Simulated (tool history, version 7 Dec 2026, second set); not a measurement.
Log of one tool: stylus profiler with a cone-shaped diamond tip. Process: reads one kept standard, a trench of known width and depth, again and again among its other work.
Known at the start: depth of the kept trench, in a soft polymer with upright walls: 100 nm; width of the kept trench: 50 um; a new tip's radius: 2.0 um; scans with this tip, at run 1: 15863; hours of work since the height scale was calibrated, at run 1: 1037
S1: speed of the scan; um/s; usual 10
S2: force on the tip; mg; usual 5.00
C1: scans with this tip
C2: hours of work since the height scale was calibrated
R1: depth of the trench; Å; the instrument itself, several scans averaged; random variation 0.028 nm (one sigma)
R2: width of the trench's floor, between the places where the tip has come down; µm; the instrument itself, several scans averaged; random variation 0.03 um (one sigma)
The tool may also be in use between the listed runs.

run 1 hour=0.0 | S1=10 S2=5.00 | C1=15863 C2=1037 | R1=1015.9 R2=48.31
run 2 hour=84.3 | S1=10 S2=5.00 | C1=16110 C2=1085 | R1=1015.7 R2=48.37
run 3 hour=198.8 | S1=10 S2=5.00 | C1=16445 C2=1150 | R1=1015.8 R2=48.33
run 4 hour=286.6 | S1=10 S2=5.00 | C1=16702 C2=1199 | R1=1016.4 R2=48.34
run 5 hour=356.8 | S1=10 S2=5.00 | C1=16907 C2=1239 | R1=1016.0 R2=48.29
run 6 hour=454.1 | S1=10 S2=5.00 | C1=17192 C2=1294 | R1=1016.2 R2=48.30
run 7 hour=568.4 | S1=10 S2=5.00 | C1=17526 C2=1359 | R1=1015.8 R2=48.30
run 8 hour=669.5 | S1=10 S2=8.30 | C1=17822 C2=1417 | R1=1022.1 R2=48.27
run 9 hour=787.9 | S1=10 S2=2.96 | C1=18169 C2=1484 | R1=1013.2 R2=48.32
run 10 hour=867.4 | S1=10 S2=2.96 | C1=18402 C2=1529 | R1=1012.9 R2=48.28
run 11 hour=976.2 | S1=10 S2=5.00 | C1=18720 C2=1591 | R1=1017.3 R2=48.26
run 12 hour=1085.8 | S1=10 S2=5.00 | C1=19041 C2=1653 | R1=1016.9 R2=48.29
run 13 hour=1195.3 | S1=10 S2=5.00 | C1=19361 C2=1715 | R1=1016.6 R2=48.24
run 14 hour=1314.4 | S1=10 S2=5.00 | C1=19710 C2=1783 | R1=1017.4 R2=48.29
run 15 hour=1379.3 | S1=10 S2=5.00 | C1=19900 C2=1819 | R1=1017.8 R2=48.21
run 16 hour=1470.8 | S1=10 S2=5.00 | C1=20168 C2=1871 | R1=1017.9 R2=48.24
run 17 hour=1559.9 | S1=10 S2=5.00 | C1=20429 C2=1922 | R1=1018.0 R2=48.23
run 18 hour=1694.4 | S1=10 S2=5.00 | C1=20822 C2=1998 | R1=1017.9 R2=48.19
-- hour=1764.0 height scale calibrated on a step standard
run 19 hour=1810.9 | S1=10 S2=5.00 | C1=21161 C2=27 | R1=1013.3 R2=48.19
run 20 hour=1880.1 | S1=5 S2=13.24 | C1=21364 C2=66 | R1=1026.3 R2=48.29
run 21 hour=1941.9 | S1=3 S2=7.69 | C1=21545 C2=101 | R1=1018.4 R2=48.19
run 22 hour=2008.4 | S1=3 S2=7.69 | C1=21740 C2=139 | R1=1017.9 R2=48.28
run 23 hour=2081.9 | S1=3 S2=3.55 | C1=21955 C2=180 | R1=1011.3 R2=48.21
run 24 hour=2165.3 | S1=6 S2=14.67 | C1=22199 C2=228 | R1=1028.1 R2=48.19
run 25 hour=2295.1 | S1=6 S2=14.67 | C1=22579 C2=301 | R1=1028.2 R2=48.23
run 26 hour=2424.1 | S1=6 S2=14.67 | C1=22956 C2=375 | R1=1028.7 R2=48.18
run 27 hour=2548.4 | S1=7 S2=2.61 | C1=23320 C2=445 | R1=1009.2 R2=48.17
run 28 hour=2630.1 | S1=7 S2=2.61 | C1=23559 C2=491 | R1=1009.9 R2=48.17
run 29 hour=2708.2 | S1=7 S2=2.61 | C1=23788 C2=536 | R1=1010.0 R2=48.15
run 30 hour=2813.6 | S1=10 S2=5.42 | C1=24096 C2=596 | R1=1016.0 R2=48.26
run 31 hour=2908.3 | S1=27 S2=14.15 | C1=24373 C2=649 | R1=1028.6 R2=48.15
run 32 hour=3007.7 | S1=4 S2=3.06 | C1=24665 C2=706 | R1=1011.4 R2=48.14
run 33 hour=3125.3 | S1=4 S2=3.06 | C1=25009 C2=772 | R1=1011.5 R2=48.15
run 34 hour=3228.2 | S1=4 S2=3.06 | C1=25310 C2=831 | R1=1011.2 R2=48.17
run 35 hour=3316.5 | S1=4 S2=3.06 | C1=25568 C2=881 | R1=1011.4 R2=48.18

5 ways to go on from here, each from the tool as it stands after run 35. What would each give?
run A hour=3436.5 | S1=4 S2=14.31 | C1=25920 C2=949 | R1=? R2=?
run B hour=3436.5 | S1=15 S2=2.20 | C1=25920 C2=949 | R1=? R2=?
run C hour=3436.5 | S1=8 S2=2.91 | C1=25920 C2=949 | R1=? R2=?
run D hour=3436.5 | S1=12 S2=3.23 | C1=25920 C2=949 | R1=? R2=?
run E hour=3436.5 | S1=4 S2=4.56 | C1=25920 C2=949 | R1=? R2=?

run=A R1=1029.8 R2=48.15
run=B R1=1010.1 R2=48.12
run=C R1=1011.2 R2=48.12
run=D R1=1012.1 R2=48.14
run=E R1=1015.1 R2=48.15
Without the tool's hidden state the same runs would have given:
run=A R1=1027.5 R2=48.75
run=B R1=1007.9 R2=48.71
run=C R1=1009.0 R2=48.71
run=D R1=1009.9 R2=48.73
run=E R1=1012.9 R2=48.74

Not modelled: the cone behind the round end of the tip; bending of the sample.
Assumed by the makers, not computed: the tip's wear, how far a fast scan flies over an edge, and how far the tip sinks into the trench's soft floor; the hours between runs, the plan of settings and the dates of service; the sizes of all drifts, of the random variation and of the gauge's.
